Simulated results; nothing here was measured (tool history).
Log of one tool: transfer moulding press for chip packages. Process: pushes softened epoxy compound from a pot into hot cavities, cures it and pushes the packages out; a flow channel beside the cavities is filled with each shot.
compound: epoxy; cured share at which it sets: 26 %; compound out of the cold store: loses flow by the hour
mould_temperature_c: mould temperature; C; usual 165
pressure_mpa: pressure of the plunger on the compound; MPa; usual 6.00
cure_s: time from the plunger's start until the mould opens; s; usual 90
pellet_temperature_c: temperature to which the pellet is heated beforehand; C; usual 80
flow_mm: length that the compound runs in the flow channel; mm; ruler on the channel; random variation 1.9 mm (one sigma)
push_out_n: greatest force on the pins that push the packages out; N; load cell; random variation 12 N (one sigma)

run,hour,mould_temperature_c,pressure_mpa,cure_s,pellet_temperature_c,incoming compound's hours out of the cold store,flow_mm,push_out_n
1,0.0,165,6.00,90,80,43.2,779,846
# hour 35.8: plunger's sealing rings changed
# hour 75.3: cavities cleaned with cleaning compound and waxed
2,80.2,165,6.00,90,82,23.3,854,729
3,143.2,165,6.00,90,82,17.9,871,1385
# hour 153.5: cavities cleaned with cleaning compound and waxed
4,213.8,165,6.00,90,82,25.3,842,1352
# hour 232.7: cavities cleaned with cleaning compound and waxed
# hour 275.9: plunger's sealing rings changed
5,276.8,165,6.00,90,82,13.1,895,1272
# hour 313.9: cavities cleaned with cleaning compound and waxed
6,361.8,165,6.08,90,80,45.7,788,1206
# hour 392.9: cavities cleaned with cleaning compound and waxed
7,407.1,165,6.08,90,80,9.3,897,1050
# hour 474.1: cavities cleaned with cleaning compound and waxed
8,474.1,165,6.08,90,80,44.7,783,589
# hour 516.5: plunger's sealing rings changed
9,543.3,165,6.00,90,80,23.0,859,1402
# hour 558.0: cavities cleaned with cleaning compound and waxed
# hour 639.2: cavities cleaned with cleaning compound and waxed
10,648.6,165,6.00,90,80,31.6,829,851
# hour 721.2: cavities cleaned with cleaning compound and waxed
11,725.6,165,6.00,90,80,13.8,875,726
# hour 733.3: mould's thermocouples calibrated
# hour 763.5: plunger's sealing rings changed
12,784.2,165,6.00,90,86,38.1,811,1268
# hour 808.2: cavities cleaned with cleaning compound and waxed
13,851.5,165,4.60,90,80,24.7,745,1284
# hour 885.2: mould's thermocouples calibrated, once more
# hour 892.3: cavities cleaned with cleaning compound and waxed
14,956.3,170,6.83,90,80,34.9,849,953
# hour 971.9: cavities cleaned with cleaning compound and waxed
# hour 1010.8: plunger's sealing rings changed
15,1015.0,165,4.65,78,75,20.8,765,1770
# hour 1055.7: cavities cleaned with cleaning compound and waxed
16,1058.3,165,5.39,129,77,9.5,852,428
17,1101.5,167,4.51,90,81,29.5,715,1102
# hour 1137.9: cavities cleaned with cleaning compound and waxed
18,1198.4,165,6.00,86,89,40.4,789,1368
# hour 1219.9: cavities cleaned with cleaning compound and waxed
# hour 1251.2: plunger's sealing rings changed
19,1278.4,165,6.00,86,89,20.9,866,1426
# hour 1303.3: cavities cleaned with cleaning compound and waxed
20,1359.4,160,6.02,109,79,16.5,895,1172
# hour 1385.2: cavities cleaned with cleaning compound and waxed
21,1445.8,161,4.69,110,78,9.8,802,1182
# hour 1466.9: cavities cleaned with cleaning compound and waxed
# hour 1491.7: plunger's sealing rings changed
# hour 1547.1: cavities cleaned with cleaning compound and waxed
22,1549.4,159,4.82,102,71,42.4,730,769
# hour 1625.3: cavities cleaned with cleaning compound and waxed
23,1625.3,159,5.29,123,71,10.5,858,486

Some steps in flow_mm between neighbouring runs. How much of each would the tool show without its hidden state too (settings, what came in, random variation), and how much is left for the hidden state, with any gauge scatter that isn't in both results?
The hidden state here: true mould temperature over the reading, C; pressure that reaches the compound, % of what is set; grip of the stained cavities, % over clean ones'; drift of the gauge itself on flow_mm, %; drift of the gauge itself on push_out_n, %.
Run 1 -> 2: pellet_temperature_c 80 -> 82, plunger's sealing rings changed, cavities cleaned with cleaning compound and waxed. flow_mm +75 mm: hidden state +14, all else +61.
Run 14 -> 15: mould_temperature_c 170 -> 165, pressure_mpa 6.83 -> 4.65, cure_s 90 -> 78, pellet_temperature_c 80 -> 75, cavities cleaned with cleaning compound and waxed, plunger's sealing rings changed. flow_mm -84 mm: hidden state +14, all else -98.
Run 16 -> 17: mould_temperature_c 165 -> 167, pressure_mpa 5.39 -> 4.51, cure_s 129 -> 90, pellet_temperature_c 77 -> 81. flow_mm -137 mm: hidden state -2, all else -135.
Run 22 -> 23: pressure_mpa 4.82 -> 5.29, cure_s 102 -> 123, cavities cleaned with cleaning compound and waxed. flow_mm +128 mm: hidden state -5, all else +133.
